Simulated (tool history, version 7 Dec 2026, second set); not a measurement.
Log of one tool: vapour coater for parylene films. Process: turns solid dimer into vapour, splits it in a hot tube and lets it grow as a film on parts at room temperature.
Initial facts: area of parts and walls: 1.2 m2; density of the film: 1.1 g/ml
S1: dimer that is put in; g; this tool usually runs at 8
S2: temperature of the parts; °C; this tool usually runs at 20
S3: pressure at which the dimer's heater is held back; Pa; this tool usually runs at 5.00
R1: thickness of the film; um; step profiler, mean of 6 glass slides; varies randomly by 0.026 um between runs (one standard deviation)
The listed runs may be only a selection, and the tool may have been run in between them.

Run 1, hour 0.0: usual settings. Result: R1 2.68 um.
Run 2, hour 54.7: usual settings but S3 9.41 Pa. Result: R1 2.39 um.
Run 3, hour 113.0: usual settings but S3 9.41 Pa. Result: R1 2.33 um.
Run 4, hour 152.7: usual settings but S3 9.41 Pa. Result: R1 2.36 um.
Run 5, hour 230.8: usual settings but S3 9.41 Pa. Result: R1 2.27 um.
At hour 241.2: trap's valve overhauled.
Run 6, hour 311.0: usual settings but S3 3.54 Pa. Result: R1 2.63 um.
Run 7, hour 379.3: usual settings. Result: R1 2.40 um.
At hour 398.3: trap's valve overhauled, once more.
Run 8, hour 463.2: usual settings. Result: R1 2.87 um.
Run 9, hour 515.9: usual settings but S1 7 g, S2 14 °C, S3 2.49 Pa. Result: R1 3.81 um.
Run 10, hour 573.1: usual settings but S1 9 g, S2 18 °C, S3 2.39 Pa. Result: R1 4.04 um.
Run 11, hour 622.0: usual settings but S1 4 g, S2 14 °C, S3 3.44 Pa. Result: R1 2.00 um.
At hour 666.4: table's thermometer calibrated.
Run 12, hour 686.6: usual settings but S1 4 g, S2 14 °C, S3 3.44 Pa. Result: R1 2.02 um.
Run 13, hour 724.6: usual settings but S1 4 g, S2 14 °C, S3 3.44 Pa. Result: R1 2.04 um.
Run 14, hour 770.2: usual settings but S1 4 g, S2 14 °C, S3 3.44 Pa. Result: R1 2.01 um.
Run 15, hour 839.0: usual settings but S1 11 g, S2 26 °C, S3 5.60 Pa. Result: R1 2.84 um.
Run 16, hour 876.7: usual settings but S1 5 g, S2 18 °C, S3 5.60 Pa. Result: R1 1.83 um.

Below are 3 alternative next runs, each starting from the tool's condition after run 16. Predict each:
Run A, hour 938.1: usual settings but S1 7 g, S2 28 °C. Result: R1 ?.
Run B, hour 938.1: usual settings but S2 18 °C. Result: R1 ?.
Run C, hour 938.1: usual settings but S1 5 g, S2 15 °C, S3 2.05 Pa. Result: R1 ?.

run    R1
  A  1.63
  B  2.99
  C  2.61
Take away the tool's hidden state, keep each run's random variation, and the runs would have read:
run    R1
  A  1.78
  B  3.25
  C  2.84
